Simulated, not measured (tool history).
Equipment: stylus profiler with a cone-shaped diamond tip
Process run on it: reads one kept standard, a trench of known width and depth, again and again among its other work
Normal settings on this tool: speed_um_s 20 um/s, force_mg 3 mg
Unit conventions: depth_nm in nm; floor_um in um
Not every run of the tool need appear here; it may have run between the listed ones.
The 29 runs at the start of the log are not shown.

run,hour,speed_um_s,force_mg,scans with this tip,hours of work since the height scale was calibrated,depth_nm,floor_um
30,1634.2,9,5.02,1726,153,102.42,28.37
31,1701.4,9,5.47,2217,197,102.56,28.3
32,1758.6,23,4.89,2636,234,102.37,28.24
33,1793.2,8,4.22,2889,256,102.15,28.22
34,1845.6,46,2.31,3272,290,101.38,28.04
35,1907.2,24,3.89,3722,330,101.98,28.1
36,1972.7,20,1.82,4202,373,101.1,28.02
37,2041.1,20,2.07,4702,417,101.21,28.01
38,2103.1,20,2.07,5156,457,101.18,27.97
39,2154,25,1.18,5529,490,100.73,27.82
40,2191,5,4.78,5799,514,102.19,27.99
41,2250.5,5,4.78,6234,553,102.18,27.93
42,2302,12,1.03,6611,586,100.62,27.85
43,2358.7,12,1.03,7025,623,100.61,27.76
44,2404.4,29,1.71,7360,653,100.94,27.69

The next listed run, before its measurement:
45,2456.9,29,1.71,7744,687,?,?

depth_nm: 100.92 nm
floor_um: 27.67 um
Without the tool's hidden state the same run would have given depth_nm 101.2 nm, floor_um 28.47 um.
